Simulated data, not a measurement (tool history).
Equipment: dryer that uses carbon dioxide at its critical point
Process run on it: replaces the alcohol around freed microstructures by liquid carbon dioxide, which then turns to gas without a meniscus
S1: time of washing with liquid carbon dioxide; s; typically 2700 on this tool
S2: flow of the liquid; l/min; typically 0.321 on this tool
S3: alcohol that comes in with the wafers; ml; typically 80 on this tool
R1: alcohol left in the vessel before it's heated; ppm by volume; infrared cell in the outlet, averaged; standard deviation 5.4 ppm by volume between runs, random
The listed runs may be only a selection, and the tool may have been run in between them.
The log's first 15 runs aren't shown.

Run 16, hour 228.9: usual settings but S1 2760 s, S3 98 ml. Result: R1 281 ppm by volume.
Run 17, hour 247.6: usual settings but S1 2760 s, S3 98 ml. Result: R1 294 ppm by volume.
Run 18, hour 266.3: usual settings but S1 2760 s, S3 98 ml. Result: R1 293 ppm by volume.
Run 19, hour 281.6: usual settings but S1 2760 s, S3 98 ml. Result: R1 310 ppm by volume.
Run 20, hour 293.3: usual settings but S1 2760 s, S3 98 ml. Result: R1 308 ppm by volume.
Run 21, hour 303.9: usual settings but S1 2760 s, S3 98 ml. Result: R1 310 ppm by volume.
Run 22, hour 319.8: usual settings but S3 76 ml. Result: R1 287 ppm by volume.
Run 23, hour 339.6: usual settings but S3 76 ml. Result: R1 296 ppm by volume.
Run 24, hour 351.7: usual settings but S1 3600 s, S2 0.237 l/min, S3 66 ml. Result: R1 273 ppm by volume.
Run 25, hour 364.7: usual settings but S1 3600 s, S2 0.237 l/min, S3 66 ml. Result: R1 278 ppm by volume.
Run 26, hour 379.7: usual settings but S1 1740 s, S3 32 ml. Result: R1 662 ppm by volume.
Run 27, hour 396.8: usual settings but S2 0.299 l/min, S3 105 ml. Result: R1 538 ppm by volume.
Run 28, hour 406.3: usual settings but S2 0.299 l/min, S3 105 ml. Result: R1 508 ppm by volume.

Run 29 has not been measured yet. What should we expect?
Run 29, hour 423.5: usual settings but S2 0.299 l/min, S3 105 ml. Result: R1 ?.

Run 29 measured R1 545 ppm by volume.
The same run, on a tool lacking any hidden state, would have yielded R1 249 ppm by volume.
